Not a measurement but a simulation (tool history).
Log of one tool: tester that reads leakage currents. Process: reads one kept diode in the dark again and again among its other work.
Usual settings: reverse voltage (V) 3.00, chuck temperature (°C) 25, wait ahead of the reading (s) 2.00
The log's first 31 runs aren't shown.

| run | hour | reverse voltage (V) | chuck temperature (°C) | wait ahead of the reading (s) | current that the tester gives (pA) |
|---|---|---|---|---|---|
| 32 | 1366.1 | 1.33 | 50 | 5.09 | 153.68 |
| 33 | 1416.2 | 1.33 | 50 | 5.09 | 153.22 |
| 34 | 1454.0 | 1.33 | 50 | 5.09 | 153.13 |
| 35 | 1505.8 | 14.55 | 25 | 0.54 | 97.23 |
| 36 | 1559.2 | 14.55 | 25 | 0.54 | 97.61 |
| 37 | 1614.2 | 5.58 | 22 | 2.02 | 40.62 |
| 38 | 1661.3 | 6.99 | 25 | 8.45 | 56.61 |
| 39 | 1712.2 | 3.83 | 25 | 2.00 | 39.64 |

4 ways to go on from here, each from the tool as it stands after run 39. What would each give?
| A | 1766.5 | 2.03 | 35 | 5.92 | ? |
| B | 1766.5 | 3.00 | 25 | 8.12 | ? |
| C | 1766.5 | 3.83 | 30 | 2.00 | ? |
| D | 1766.5 | 2.79 | 24 | 1.16 | ? |

| run | current that the tester gives (pA) |
|---|---|
| A | 59.58 |
| B | 33.97 |
| C | 57.87 |
| D | 31.02 |
Without the tool's hidden state the same runs would have given:
| run | current that the tester gives (pA) |
|---|---|
| A | 56.58 |
| B | 28.89 |
| C | 51.48 |
| D | 26.25 |
